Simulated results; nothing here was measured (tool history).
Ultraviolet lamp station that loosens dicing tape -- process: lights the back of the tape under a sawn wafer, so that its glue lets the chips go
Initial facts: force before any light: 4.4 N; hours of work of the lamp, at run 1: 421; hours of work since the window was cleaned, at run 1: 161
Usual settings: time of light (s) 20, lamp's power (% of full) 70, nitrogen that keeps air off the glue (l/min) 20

| run | day | time of light (s) | lamp's power (% of full) | nitrogen that keeps air off the glue (l/min) | hours of work of the lamp | hours of work since the window was cleaned | force that peels the tape off (N) | light that reached the tape (mJ/cm²) |
|---|---|---|---|---|---|---|---|---|
| 1 | 0 | 20 | 70 | 20 | 421 | 161 | 0.628 | 162 |
| 2 | 1.012 | 20 | 70 | 20 | 440 | 180 | 0.637 | 162 |
| 3 | 1.762 | 20 | 70 | 20 | 453 | 194 | 0.672 | 158 |
| 4 | 2.688 | 20 | 70 | 29 | 470 | 210 | 0.553 | 160 |
| 5 | 3.45 | 20 | 70 | 29 | 484 | 224 | 0.56 | 160 |
| 6 | 4.017 | 20 | 70 | 20 | 494 | 235 | 0.696 | 150 |
| 7 | 4.85 | 20 | 70 | 20 | 510 | 250 | 0.683 | 152 |
| 8 | 5.833 | 20 | 70 | 13 | 528 | 268 | 0.881 | 152 |
| 9 | 6.808 | 20 | 70 | 20 | 545 | 286 | 0.73 | 148 |
| 10 | 7.542 | 20 | 70 | 20 | 559 | 299 | 0.75 | 150 |
| 11 | 8.454 | 20 | 70 | 20 | 576 | 316 | 0.732 | 147 |
| 12 | 9.379 | 27 | 64 | 31 | 592 | 333 | 0.431 | 179 |
| 13 | 10.117 | 34 | 94 | 12 | 606 | 346 | 0.327 | 331 |
| 14 | 10.804 | 18 | 100 | 12 | 619 | 359 | 0.714 | 182 |
| 15 | 11.296 | 32 | 94 | 11 | 628 | 368 | 0.373 | 306 |
| 16 | 12.308 | 32 | 94 | 11 | 646 | 386 | 0.373 | 307 |
| 17 | 13.196 | 15 | 91 | 8 | 662 | 403 | 1.29 | 135 |
| 18 | 13.725 | 15 | 88 | 17 | 672 | 412 | 0.958 | 126 |
| 19 | 14.267 | 18 | 97 | 20 | 682 | 422 | 0.595 | 170 |
| 20 | 15.221 | 18 | 97 | 20 | 699 | 440 | 0.632 | 170 |
| 21 | 15.908 | 15 | 60 | 20 | 712 | 452 | 1.388 | 87 |

What if the next run were any one of these 3? Each begins from the tool's condition after run 21:
| A | 16.883 | 11 | 98 | 16 | 730 | 470 | ? | ? |
| B | 16.883 | 16 | 65 | 15 | 730 | 470 | ? | ? |
| C | 16.883 | 30 | 67 | 35 | 730 | 470 | ? | ? |

| run | force that peels the tape off (N) | light that reached the tape (mJ/cm²) |
|---|---|---|
| A | 1.281 | 102 |
| B | 1.385 | 104 |
| C | 0.379 | 197 |
Without the tool's hidden state the same runs would have given:
| run | force that peels the tape off (N) | light that reached the tape (mJ/cm²) |
|---|---|---|
| A | 0.806 | 149 |
| B | 0.884 | 149 |
| C | 0.268 | 285 |
